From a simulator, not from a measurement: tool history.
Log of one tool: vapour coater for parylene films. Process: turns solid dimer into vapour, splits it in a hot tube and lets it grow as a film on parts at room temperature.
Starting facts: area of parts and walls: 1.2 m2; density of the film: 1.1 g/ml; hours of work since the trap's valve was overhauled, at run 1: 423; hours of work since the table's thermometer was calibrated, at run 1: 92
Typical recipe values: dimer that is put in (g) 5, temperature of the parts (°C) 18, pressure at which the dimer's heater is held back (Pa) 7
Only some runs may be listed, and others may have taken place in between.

| run | hour | dimer that is put in (g) | temperature of the parts (°C) | pressure at which the dimer's heater is held back (Pa) | hours of work since the trap's valve was overhauled | hours of work since the table's thermometer was calibrated | thickness of the film (um) |
|---|---|---|---|---|---|---|---|
| 1 | 0 | 5 | 18 | 7 | 423 | 92 | 2.44 |
| 2 | 12.3 | 5 | 18 | 7 | 432 | 102 | 2.46 |
| 3 | 24.3 | 5 | 18 | 7 | 441 | 110 | 2.43 |
| 4 | 37.4 | 5 | 18 | 7 | 450 | 120 | 2.45 |
| 5 | 45.8 | 5 | 18 | 7 | 457 | 126 | 2.42 |
| 6 | 60.5 | 5 | 18 | 7 | 467 | 137 | 2.44 |
| 7 | 75.8 | 5 | 18 | 3.65 | 479 | 149 | 2.55 |
| 8 | 86.1 | 6 | 18 | 7 | 486 | 156 | 2.91 |
| 9 | 98.5 | 6 | 18 | 7 | 495 | 165 | 2.91 |
| 10 | 107.2 | 6 | 18 | 7 | 502 | 172 | 2.91 |
| 11 | 118.1 | 6 | 18 | 7 | 510 | 180 | 2.92 |
| 12 | 133 | 5 | 18 | 7 | 521 | 191 | 2.41 |
| 13 | 145.7 | 5 | 18 | 7 | 530 | 200 | 2.44 |
| 14 | 161.3 | 5 | 18 | 7 | 542 | 212 | 2.43 |
| 15 | 169.1 | 5 | 18 | 7 | 548 | 218 | 2.41 |
| 16 | 179.6 | 3 | 18 | 3.36 | 555 | 225 | 1.56 |
| 17 | 188.9 | 3 | 16 | 4.14 | 562 | 232 | 1.64 |
| 18 | 197.2 | 3 | 16 | 4.14 | 568 | 238 | 1.61 |
| 19 | 209.9 | 3 | 16 | 4.14 | 578 | 248 | 1.62 |
| 20 | 218.1 | 5 | 22 | 5.3 | 584 | 254 | 2.12 |
| 21 | 233.6 | 5 | 18 | 5.23 | 595 | 265 | 2.49 |
| 22 | 246.5 | 5 | 18 | 2.39 | 605 | 275 | 2.65 |
| 23 | 261.3 | 5 | 26 | 8.16 | 616 | 286 | 1.76 |
| 24 | 275.8 | 5 | 11 | 8.4 | 627 | 296 | 3.07 |
| 25 | 282.3 | 8 | 17 | 4.35 | 632 | 301 | 4.17 |
| 26 | 293.8 | 8 | 17 | 4.35 | 640 | 310 | 4.15 |
| 27 | 308.6 | 8 | 17 | 4.35 | 651 | 321 | 4.11 |
| 28 | 320.9 | 8 | 19 | 6.95 | 660 | 330 | 3.67 |
| 29 | 329 | 3 | 28 | 3.55 | 666 | 336 | 1.04 |
| 30 | 343.4 | 6 | 14 | 3.05 | 677 | 346 | 3.59 |

Predict each of these 4 candidate next runs independently; none follows another, all start after run 30:
|  | 354.8 | trap's valve overhauled |
| A | 362.9 | 3 | 13 | 4.42 | 6 | 358 | ? |
|  | 354.8 | trap's valve overhauled |
| B | 362.9 | 4 | 18 | 7 | 6 | 358 | ? |
|  | 354.8 | trap's valve overhauled |
| C | 362.9 | 4 | 20 | 4.22 | 6 | 358 | ? |
|  | 354.8 | trap's valve overhauled |
| D | 362.9 | 4 | 14 | 4.36 | 6 | 358 | ? |

| run | thickness of the film (um) |
|---|---|
| A | 1.89 |
| B | 1.99 |
| C | 1.95 |
| D | 2.42 |
Stripped of hidden state, with their random variation kept, the same runs would have yielded:
| run | thickness of the film (um) |
|---|---|
| A | 1.91 |
| B | 2.01 |
| C | 1.97 |
| D | 2.45 |

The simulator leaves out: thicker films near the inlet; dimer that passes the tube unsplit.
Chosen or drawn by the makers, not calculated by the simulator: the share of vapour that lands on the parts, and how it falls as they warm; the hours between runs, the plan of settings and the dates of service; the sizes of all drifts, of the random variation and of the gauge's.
